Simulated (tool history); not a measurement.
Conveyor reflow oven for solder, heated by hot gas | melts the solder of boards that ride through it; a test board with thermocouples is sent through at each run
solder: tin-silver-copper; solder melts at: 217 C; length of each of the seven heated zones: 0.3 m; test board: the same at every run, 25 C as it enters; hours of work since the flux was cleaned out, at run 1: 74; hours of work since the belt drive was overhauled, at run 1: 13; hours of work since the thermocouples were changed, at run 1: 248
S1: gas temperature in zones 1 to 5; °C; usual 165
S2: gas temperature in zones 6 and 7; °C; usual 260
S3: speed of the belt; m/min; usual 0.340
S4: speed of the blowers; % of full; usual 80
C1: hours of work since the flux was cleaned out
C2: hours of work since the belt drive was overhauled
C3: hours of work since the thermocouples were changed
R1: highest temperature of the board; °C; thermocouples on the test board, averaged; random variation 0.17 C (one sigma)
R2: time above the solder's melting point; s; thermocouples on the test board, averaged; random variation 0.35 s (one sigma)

Run 1, hour 0.0: usual settings; C1 74; C2 13; C3 248. Result: R1 246.5 °C, R2 70.2 s.
Run 2, hour 8.4: usual settings; C1 77; C2 17; C3 251. Result: R1 246.6 °C, R2 70.0 s.
Run 3, hour 18.8: usual settings; C1 82; C2 21; C3 256. Result: R1 246.6 °C, R2 70.0 s.
Run 4, hour 26.5: usual settings but S4 79 % of full; C1 85; C2 25; C3 259. Result: R1 246.5 °C, R2 69.4 s.
Run 5, hour 37.0: usual settings but S4 81 % of full; C1 89; C2 29; C3 263. Result: R1 246.6 °C, R2 70.2 s.
Run 6, hour 43.0: usual settings but S4 81 % of full; C1 92; C2 32; C3 266. Result: R1 246.7 °C, R2 70.7 s.
Run 7, hour 47.9: usual settings but S2 259 °C; C1 94; C2 34; C3 268. Result: R1 245.9 °C, R2 69.5 s.
Run 8, hour 56.7: usual settings; C1 98; C2 38; C3 272. Result: R1 246.7 °C, R2 69.9 s.
Run 9, hour 63.1: usual settings; C1 101; C2 40; C3 275. Result: R1 246.7 °C, R2 69.2 s.
Run 10, hour 68.4: usual settings; C1 103; C2 43; C3 277. Result: R1 246.4 °C, R2 70.0 s.
Run 11, hour 77.2: usual settings; C1 107; C2 46; C3 281. Result: R1 246.5 °C, R2 70.2 s.
Run 12, hour 88.3: usual settings; C1 112; C2 51; C3 286. Result: R1 246.6 °C, R2 70.4 s.
Run 13, hour 97.8: usual settings but S3 0.344 m/min; C1 116; C2 55; C3 290. Result: R1 246.4 °C, R2 68.5 s.
Run 14, hour 108.5: usual settings; C1 120; C2 60; C3 294. Result: R1 246.6 °C, R2 69.9 s.
Run 15, hour 113.4: usual settings; C1 122; C2 62; C3 296. Result: R1 246.3 °C, R2 69.9 s.
Run 16, hour 119.9: usual settings but S1 152 °C, S2 264 °C, S3 0.384 m/min, S4 59 % of full; C1 125; C2 65; C3 299. Result: R1 238.3 °C, R2 43.5 s.
Run 17, hour 125.4: usual settings but S1 176 °C, S3 0.307 m/min, S4 66 % of full; C1 128; C2 67; C3 302. Result: R1 248.5 °C, R2 86.2 s.
Run 18, hour 135.4: usual settings but S1 151 °C, S4 58 % of full; C1 132; C2 71; C3 306. Result: R1 239.0 °C, R2 52.4 s.
Run 19, hour 142.7: usual settings but S1 151 °C, S4 58 % of full; C1 135; C2 75; C3 309. Result: R1 239.2 °C, R2 52.0 s.
Run 20, hour 149.7: usual settings but S1 178 °C, S3 0.379 m/min, S4 76 % of full; C1 138; C2 78; C3 312. Result: R1 244.7 °C, R2 64.8 s.
Run 21, hour 158.6: usual settings but S1 163 °C, S3 0.327 m/min, S4 76 % of full; C1 142; C2 81; C3 316. Result: R1 246.7 °C, R2 72.3 s.
Run 22, hour 164.9: usual settings but S1 164 °C, S2 254 °C, S3 0.366 m/min, S4 63 % of full; C1 145; C2 84; C3 319. Result: R1 235.4 °C, R2 47.6 s.
Run 23, hour 175.2: usual settings but S1 169 °C, S3 0.321 m/min; C1 149; C2 89; C3 323. Result: R1 248.9 °C, R2 79.6 s.
Run 24, hour 180.2: usual settings but S1 151 °C, S2 269 °C, S3 0.306 m/min; C1 151; C2 91; C3 325. Result: R1 255.8 °C, R2 82.9 s.
Run 25, hour 189.7: usual settings but S1 151 °C, S2 269 °C, S3 0.306 m/min; C1 155; C2 95; C3 329. Result: R1 256.0 °C, R2 82.7 s.
Run 26, hour 195.1: usual settings but S1 167 °C, S2 259 °C, S3 0.306 m/min, S4 90 % of full; C1 158; C2 97; C3 332. Result: R1 250.1 °C, R2 85.9 s.
Run 27, hour 205.4: usual settings but S1 162 °C, S2 256 °C, S4 83 % of full; C1 162; C2 102; C3 336. Result: R1 243.1 °C, R2 65.0 s.
Run 28, hour 216.6: usual settings but S1 162 °C, S2 256 °C, S3 0.304 m/min, S4 83 % of full; C1 167; C2 106; C3 341. Result: R1 245.6 °C, R2 78.3 s.
Run 29, hour 227.5: usual settings but S1 175 °C; C1 172; C2 111; C3 346. Result: R1 247.7 °C, R2 76.7 s.
Run 30, hour 232.6: usual settings but S1 175 °C; C1 174; C2 113; C3 348. Result: R1 247.7 °C, R2 76.4 s.

4 ways to go on from here, each from the tool as it stands after run 30. What would each give?
Run A, hour 239.3: usual settings but S3 0.290 m/min; C1 177; C2 116; C3 351. Result: R1 ?, R2 ?.
Run B, hour 239.3: usual settings but S1 159 °C, S4 76 % of full; C1 177; C2 116; C3 351. Result: R1 ?, R2 ?.
Run C, hour 239.3: usual settings but S1 172 °C, S3 0.380 m/min; C1 177; C2 116; C3 351. Result: R1 ?, R2 ?.
Run D, hour 239.3: usual settings but S2 261 °C, S3 0.375 m/min, S4 54 % of full; C1 177; C2 116; C3 351. Result: R1 ?, R2 ?.

run     R1    R2
  A  250.8  89.8
  B  244.5  64.9
  C  244.1  61.9
  D  237.6  48.2
Without the tool's hidden state the same runs would have given:
run     R1    R2
  A  250.9  90.4
  B  245.0  65.9
  C  244.6  62.8
  D  238.1  49.1
